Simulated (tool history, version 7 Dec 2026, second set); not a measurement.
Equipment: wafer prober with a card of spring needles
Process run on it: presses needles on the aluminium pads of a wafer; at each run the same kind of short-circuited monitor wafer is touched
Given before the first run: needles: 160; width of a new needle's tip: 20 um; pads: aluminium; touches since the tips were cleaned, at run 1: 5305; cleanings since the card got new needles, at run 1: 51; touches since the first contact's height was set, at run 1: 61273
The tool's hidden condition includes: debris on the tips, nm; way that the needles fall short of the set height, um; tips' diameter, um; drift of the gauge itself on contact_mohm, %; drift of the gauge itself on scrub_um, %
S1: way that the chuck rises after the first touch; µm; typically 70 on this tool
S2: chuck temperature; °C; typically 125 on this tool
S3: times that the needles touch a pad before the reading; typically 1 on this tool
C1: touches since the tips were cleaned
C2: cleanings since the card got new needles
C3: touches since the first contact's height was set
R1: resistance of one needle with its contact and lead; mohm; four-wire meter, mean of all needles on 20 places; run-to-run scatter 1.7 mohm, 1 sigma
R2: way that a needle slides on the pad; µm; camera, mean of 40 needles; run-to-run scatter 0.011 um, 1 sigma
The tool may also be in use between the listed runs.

run 1 day=0.000 | S1=70 S2=125 S3=1 | C1=5305 C2=51 C3=61273 | R1=316 R2=8.35
-- day=0.279 tips cleaned on abrasive film
run 2 day=0.575 | S1=70 S2=125 S3=1 | C1=3216 C2=52 C3=67489 | R1=295 R2=8.32
-- day=1.029 tips cleaned on abrasive film
run 3 day=1.158 | S1=70 S2=125 S3=1 | C1=1421 C2=53 C3=73784 | R1=242 R2=8.31
-- day=1.775 tips cleaned on abrasive film
run 4 day=2.350 | S1=70 S2=101 S3=1 | C1=6246 C2=54 C3=86703 | R1=330 R2=8.32
-- day=2.575 tips cleaned on abrasive film
-- day=3.321 tips cleaned on abrasive film
run 5 day=3.433 | S1=55 S2=101 S3=1 | C1=1220 C2=56 C3=98370 | R1=305 R2=6.46
-- day=4.133 tips cleaned on abrasive film
run 6 day=4.312 | S1=55 S2=101 S3=1 | C1=1959 C2=57 C3=107881 | R1=335 R2=6.46
-- day=4.962 tips cleaned on abrasive film
run 7 day=5.342 | S1=70 S2=125 S3=1 | C1=4132 C2=58 C3=119028 | R1=309 R2=8.26
-- day=5.792 tips cleaned on abrasive film
run 8 day=6.188 | S1=70 S2=125 S3=1 | C1=4326 C2=59 C3=128186 | R1=324 R2=8.25
-- day=6.542 tips cleaned on abrasive film
run 9 day=7.054 | S1=70 S2=109 S3=1 | C1=5539 C2=60 C3=137541 | R1=331 R2=8.21
-- day=7.183 height of the first contact set anew
-- day=7.354 tips cleaned on abrasive film
-- day=8.096 tips cleaned on abrasive film
run 10 day=8.212 | S1=70 S2=109 S3=1 | C1=1279 C2=62 C3=11104 | R1=254 R2=8.11
-- day=8.871 tips cleaned on abrasive film
run 11 day=9.471 | S1=70 S2=109 S3=1 | C1=6499 C2=63 C3=24713 | R1=345 R2=8.09
-- day=9.679 tips cleaned on abrasive film
-- day=10.425 tips cleaned on abrasive film
run 12 day=10.446 | S1=84 S2=109 S3=1 | C1=252 C2=65 C3=35233 | R1=186 R2=9.77
-- day=11.217 tips cleaned on abrasive film
run 13 day=11.342 | S1=84 S2=109 S3=1 | C1=1384 C2=66 C3=44940 | R1=222 R2=9.73
-- day=11.562 height of the first contact set anew, once more
run 14 day=11.954 | S1=70 S2=125 S3=1 | C1=7878 C2=66 C3=4237 | R1=336 R2=8.43
-- day=12.029 tips cleaned on abrasive film
-- day=12.858 tips cleaned on abrasive film
run 15 day=13.012 | S1=70 S2=125 S3=1 | C1=1701 C2=68 C3=15678 | R1=255 R2=8.38
-- day=13.688 tips cleaned on abrasive film
run 16 day=13.875 | S1=70 S2=125 S3=1 | C1=2015 C2=69 C3=24982 | R1=261 R2=8.39
-- day=14.492 tips cleaned on abrasive film
run 17 day=14.738 | S1=70 S2=70 S3=2 | C1=2656 C2=70 C3=34319 | R1=239 R2=8.37
-- day=15.254 tips cleaned on abrasive film
run 18 day=15.296 | S1=70 S2=125 S3=1 | C1=466 C2=71 C3=40340 | R1=211 R2=8.35
run 19 day=15.946 | S1=70 S2=125 S3=1 | C1=7547 C2=71 C3=47421 | R1=348 R2=8.35
-- day=16.017 tips cleaned on abrasive film
-- day=16.825 tips cleaned on abrasive film
run 20 day=17.112 | S1=65 S2=76 S3=2 | C1=3133 C2=73 C3=60008 | R1=264 R2=7.72
-- day=17.567 tips cleaned on abrasive film
run 21 day=17.633 | S1=68 S2=43 S3=2 | C1=727 C2=74 C3=65624 | R1=192 R2=8.06
-- day=18.338 tips cleaned on abrasive film
run 22 day=18.729 | S1=88 S2=72 S3=1 | C1=4257 C2=75 C3=77490 | R1=261 R2=10.48
-- day=19.104 tips cleaned on abrasive film
run 23 day=19.588 | S1=70 S2=83 S3=1 | C1=5251 C2=76 C3=86795 | R1=330 R2=8.28
-- day=19.862 tips cleaned on abrasive film
-- day=20.658 tips cleaned on abrasive film
run 24 day=20.700 | S1=70 S2=83 S3=1 | C1=456 C2=78 C3=98785 | R1=199 R2=8.28
-- day=21.475 tips cleaned on abrasive film
run 25 day=21.858 | S1=70 S2=83 S3=1 | C1=4196 C2=79 C3=111352 | R1=321 R2=8.25
-- day=22.217 tips cleaned on abrasive film
run 26 day=22.896 | S1=69 S2=42 S3=2 | C1=7380 C2=80 C3=122561 | R1=290 R2=8.12
-- day=23.000 tips cleaned on abrasive film
-- day=23.800 tips cleaned on abrasive film
run 27 day=23.971 | S1=69 S2=42 S3=2 | C1=1826 C2=82 C3=134150 | R1=225 R2=8.10
-- day=24.388 height of the first contact set anew
-- day=24.604 tips cleaned on abrasive film
run 28 day=24.833 | S1=69 S2=42 S3=2 | C1=2499 C2=83 C3=4819 | R1=234 R2=8.28
-- day=25.450 tips cleaned on abrasive film
run 29 day=25.742 | S1=70 S2=125 S3=2 | C1=3179 C2=84 C3=14646 | R1=248 R2=8.40
-- day=26.283 tips cleaned on abrasive film
run 30 day=26.812 | S1=70 S2=96 S3=3 | C1=5751 C2=85 C3=26243 | R1=228 R2=8.40
-- day=27.075 tips cleaned on abrasive film
-- day=27.842 tips cleaned on abrasive film
run 31 day=27.842 | S1=70 S2=42 S3=1 | C1=0 C2=87 C3=37349 | R1=173 R2=8.33
-- day=28.612 tips cleaned on abrasive film
run 32 day=28.742 | S1=70 S2=42 S3=1 | C1=1392 C2=88 C3=47095 | R1=255 R2=8.35

Consider 3 possible next runs. They are alternatives, not a sequence: every one starts from the tool as it was left by run 32. What does each give?
-- day=29.404 tips cleaned on abrasive film
run A day=29.638 | S1=61 S2=125 S3=2 | C1=2559 C2=89 C3=56792 | R1=? R2=?
-- day=29.404 tips cleaned on abrasive film
run B day=29.638 | S1=70 S2=74 S3=1 | C1=2559 C2=89 C3=56792 | R1=? R2=?
-- day=29.404 tips cleaned on abrasive film
run C day=29.638 | S1=82 S2=65 S3=3 | C1=2559 C2=89 C3=56792 | R1=? R2=?

run=A R1=270 R2=7.22
run=B R1=295 R2=8.32
run=C R1=195 R2=9.77
With the hidden condition removed and each run's random variation left untouched, the same runs would have given:
run=A R1=169 R2=7.32
run=B R1=156 R2=8.42
run=C R1=156 R2=9.86
